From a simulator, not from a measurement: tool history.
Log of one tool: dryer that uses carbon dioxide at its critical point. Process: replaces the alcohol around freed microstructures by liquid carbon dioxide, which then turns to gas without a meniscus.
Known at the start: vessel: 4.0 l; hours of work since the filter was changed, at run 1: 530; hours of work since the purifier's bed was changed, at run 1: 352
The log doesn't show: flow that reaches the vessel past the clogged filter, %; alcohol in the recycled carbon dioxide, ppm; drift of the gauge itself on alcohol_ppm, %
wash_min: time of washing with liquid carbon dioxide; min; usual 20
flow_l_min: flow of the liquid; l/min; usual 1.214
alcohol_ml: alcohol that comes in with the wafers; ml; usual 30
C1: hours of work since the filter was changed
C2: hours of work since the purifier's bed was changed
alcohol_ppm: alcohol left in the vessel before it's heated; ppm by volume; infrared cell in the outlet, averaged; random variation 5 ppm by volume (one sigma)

Run 1, hour 0.0: usual settings; C1 530; C2 352. Result: alcohol_ppm 65 ppm by volume.
Run 2, hour 35.5: usual settings; C1 541; C2 364. Result: alcohol_ppm 53 ppm by volume.
At hour 46.0: inlet filter changed.
Run 3, hour 94.2: usual settings; C1 16; C2 383. Result: alcohol_ppm 48 ppm by volume.
Run 4, hour 151.5: usual settings; C1 35; C2 402. Result: alcohol_ppm 47 ppm by volume.
Run 5, hour 178.8: usual settings; C1 44; C2 411. Result: alcohol_ppm 52 ppm by volume.
Run 6, hour 215.2: usual settings; C1 55; C2 423. Result: alcohol_ppm 47 ppm by volume.
Run 7, hour 260.6: usual settings but flow_l_min 1.090 l/min, alcohol_ml 106 ml; C1 70; C2 438. Result: alcohol_ppm 175 ppm by volume.
Run 8, hour 319.5: usual settings but wash_min 29 min, flow_l_min 1.090 l/min, alcohol_ml 106 ml; C1 90; C2 457. Result: alcohol_ppm 42 ppm by volume.
Run 9, hour 368.6: usual settings but wash_min 29 min, flow_l_min 1.090 l/min, alcohol_ml 106 ml; C1 106; C2 473. Result: alcohol_ppm 47 ppm by volume.

The next listed run, before its measurement:
Run 10, hour 417.6: usual settings but wash_min 31 min, flow_l_min 1.020 l/min, alcohol_ml 79 ml; C1 122; C2 489. Result: alcohol_ppm ?.

alcohol_ppm: 41 ppm by volume
Without the tool's hidden state the same run would have given alcohol_ppm 12 ppm by volume.
